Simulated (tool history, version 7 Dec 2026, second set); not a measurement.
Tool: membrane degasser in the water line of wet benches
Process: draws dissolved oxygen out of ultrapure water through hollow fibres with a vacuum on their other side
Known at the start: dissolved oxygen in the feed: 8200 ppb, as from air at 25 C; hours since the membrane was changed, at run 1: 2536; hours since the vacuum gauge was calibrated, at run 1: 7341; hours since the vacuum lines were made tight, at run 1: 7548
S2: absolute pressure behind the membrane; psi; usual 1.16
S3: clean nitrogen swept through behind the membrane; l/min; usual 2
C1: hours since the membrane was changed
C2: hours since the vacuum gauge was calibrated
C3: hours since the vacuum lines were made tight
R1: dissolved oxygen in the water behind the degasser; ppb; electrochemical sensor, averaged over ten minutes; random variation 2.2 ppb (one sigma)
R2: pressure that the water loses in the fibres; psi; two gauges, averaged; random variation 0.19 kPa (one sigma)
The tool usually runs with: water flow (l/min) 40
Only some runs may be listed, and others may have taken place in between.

{"run": 1, "hour": 0.0, "water flow (l/min)": 40, "S2": 1.16, "S3": 2, "C1": 2536, "C2": 7341, "C3": 7548, "R1": 230.1, "R2": 5.825}
{"hour": 33.3, "done": "seals of the vacuum lines changed"}
{"run": 2, "hour": 74.2, "water flow (l/min)": 40, "S2": 0.996, "S3": 2, "C1": 2608, "C2": 7413, "C3": 41, "R1": 180.8, "R2": 5.765}
{"run": 3, "hour": 126.3, "water flow (l/min)": 40, "S2": 1.16, "S3": 2, "C1": 2661, "C2": 7466, "C3": 93, "R1": 227.1, "R2": 5.838}
{"run": 4, "hour": 191.4, "water flow (l/min)": 40, "S2": 1.16, "S3": 2, "C1": 2726, "C2": 7531, "C3": 158, "R1": 224.5, "R2": 5.804}
{"run": 5, "hour": 246.6, "water flow (l/min)": 40, "S2": 1.16, "S3": 2, "C1": 2781, "C2": 7586, "C3": 213, "R1": 227.9, "R2": 5.817}
{"run": 6, "hour": 289.5, "water flow (l/min)": 40, "S2": 0.821, "S3": 2, "C1": 2824, "C2": 7629, "C3": 256, "R1": 127, "R2": 5.854}
{"hour": 312.5, "done": "vacuum gauge calibrated"}
{"run": 7, "hour": 367.6, "water flow (l/min)": 35, "S2": 1.16, "S3": 2, "C1": 2901, "C2": 55, "C3": 334, "R1": 192.7, "R2": 5.062}
{"run": 8, "hour": 457.1, "water flow (l/min)": 35, "S2": 1.16, "S3": 2, "C1": 2991, "C2": 145, "C3": 423, "R1": 192.6, "R2": 5.044}
{"run": 9, "hour": 513.9, "water flow (l/min)": 53, "S2": 1.16, "S3": 2, "C1": 3048, "C2": 201, "C3": 480, "R1": 290.8, "R2": 7.684}
{"run": 10, "hour": 560.2, "water flow (l/min)": 53, "S2": 1.16, "S3": 4.21, "C1": 3094, "C2": 248, "C3": 526, "R1": 161.4, "R2": 7.729}
{"run": 11, "hour": 629.8, "water flow (l/min)": 31, "S2": 1.881, "S3": 5.8, "C1": 3164, "C2": 317, "C3": 596, "R1": 130.5, "R2": 4.48}
{"run": 12, "hour": 686.4, "water flow (l/min)": 31, "S2": 1.881, "S3": 5.8, "C1": 3220, "C2": 374, "C3": 653, "R1": 133.6, "R2": 4.489}
{"run": 13, "hour": 768.2, "water flow (l/min)": 26, "S2": 1.268, "S3": 2, "C1": 3302, "C2": 456, "C3": 734, "R1": 168.1, "R2": 3.725}
{"run": 14, "hour": 844.4, "water flow (l/min)": 26, "S2": 1.268, "S3": 2, "C1": 3378, "C2": 532, "C3": 811, "R1": 167.5, "R2": 3.794}
{"run": 15, "hour": 888.9, "water flow (l/min)": 36, "S2": 2.624, "S3": 1.28, "C1": 3423, "C2": 576, "C3": 855, "R1": 810.9, "R2": 5.227}
{"run": 16, "hour": 930.2, "water flow (l/min)": 38, "S2": 2.247, "S3": 0.85, "C1": 3464, "C2": 618, "C3": 896, "R1": 975.4, "R2": 5.533}
{"run": 17, "hour": 973.5, "water flow (l/min)": 38, "S2": 2.247, "S3": 0.85, "C1": 3507, "C2": 661, "C3": 940, "R1": 971.6, "R2": 5.536}

Predict each of these 5 candidate next runs independently; none follows another, all start after run 17:
{"run": "A", "hour": 1026.5, "water flow (l/min)": 49, "S2": 2.247, "S3": 2.01, "C1": 3560, "C2": 714, "C3": 993, "R1": "?", "R2": "?"}
{"run": "B", "hour": 1026.5, "water flow (l/min)": 38, "S2": 2.247, "S3": 1.49, "C1": 3560, "C2": 714, "C3": 993, "R1": "?", "R2": "?"}
{"run": "C", "hour": 1026.5, "water flow (l/min)": 25, "S2": 1.304, "S3": 0.97, "C1": 3560, "C2": 714, "C3": 993, "R1": "?", "R2": "?"}
{"run": "D", "hour": 1026.5, "water flow (l/min)": 40, "S2": 0.97, "S3": 2.14, "C1": 3560, "C2": 714, "C3": 993, "R1": "?", "R2": "?"}
{"run": "E", "hour": 1026.5, "water flow (l/min)": 34, "S2": 1.684, "S3": 2.33, "C1": 3560, "C2": 714, "C3": 993, "R1": "?", "R2": "?"}

run=A R1=642.9 R2=7.136
run=B R1=645.8 R2=5.565
run=C R1=315.3 R2=3.645
run=D R1=157.7 R2=5.894
run=E R1=280.9 R2=4.941
Take away the tool's hidden state, keep each run's random variation, and the runs would have read:
run=A R1=642.3 R2=6.971
run=B R1=646.3 R2=5.436
run=C R1=317 R2=3.561
run=D R1=157.5 R2=5.758
run=E R1=281 R2=4.825
